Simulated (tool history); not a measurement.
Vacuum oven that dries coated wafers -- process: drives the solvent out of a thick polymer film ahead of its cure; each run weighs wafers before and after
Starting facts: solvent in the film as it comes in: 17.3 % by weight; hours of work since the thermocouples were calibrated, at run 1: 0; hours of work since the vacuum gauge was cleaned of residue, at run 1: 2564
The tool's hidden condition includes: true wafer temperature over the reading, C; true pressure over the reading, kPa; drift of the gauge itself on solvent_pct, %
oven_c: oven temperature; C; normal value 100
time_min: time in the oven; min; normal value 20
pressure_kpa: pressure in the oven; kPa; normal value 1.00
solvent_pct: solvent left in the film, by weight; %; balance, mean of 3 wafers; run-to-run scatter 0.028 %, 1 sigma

run,day,oven_c,time_min,pressure_kpa,hours of work since the thermocouples were calibrated,hours of work since the vacuum gauge was cleaned of residue,solvent_pct
1,0.000,100,20,1.00,0,2564,5.38
2,4.925,100,20,1.00,77,2641,5.27
3,9.267,100,20,1.00,145,2709,5.26
4,14.246,102,20,1.00,223,2787,4.72
5,19.279,102,20,1.00,301,2865,4.60
6,21.629,100,20,1.00,338,2902,5.21
7,26.546,100,20,1.00,415,2979,5.14
8,31.596,100,20,1.00,494,3058,5.20
# day 33.371: vacuum gauge cleaned of residue and calibrated
9,34.825,100,20,1.00,543,23,4.24
10,39.750,100,20,1.00,620,100,4.25
11,43.746,100,20,1.00,683,162,4.25
12,46.083,100,20,1.00,719,199,4.21
13,49.750,100,15,1.00,776,256,5.39
14,53.479,100,15,1.00,835,314,5.44
15,58.271,100,20,1.00,910,389,4.12
16,62.442,96,20,1.00,975,454,5.31
17,66.646,96,20,3.79,1041,520,9.32
18,70.075,96,20,3.79,1094,574,9.30
# day 72.104: oven's thermocouples calibrated
19,72.412,100,17,1.00,5,609,5.48
20,76.138,88,15,0.93,63,667,9.32
21,80.008,87,22,2.04,124,728,10.10
22,85.096,87,22,2.04,203,807,10.18
23,87.267,100,23,2.84,237,841,6.92
24,91.667,89,17,1.00,306,910,8.59
25,95.804,89,17,1.00,370,974,8.56
26,98.533,93,28,1.00,413,1017,5.23
27,101.475,93,34,0.69,459,1063,3.93
28,103.683,93,34,0.69,494,1098,3.96
29,108.329,100,19,0.87,566,1170,4.67
30,111.208,97,11,0.89,611,1215,7.89
31,115.179,110,20,0.94,673,1277,2.36
32,118.146,101,30,1.09,720,1324,3.17

Predict the results of run 33:
33,122.479,101,30,1.09,787,1391,?

For run 33 the tool returned solvent_pct 3.13 %.
Were there no unlogged condition in the tool, this run, its random variation unchanged, would have produced solvent_pct 3.06 %.
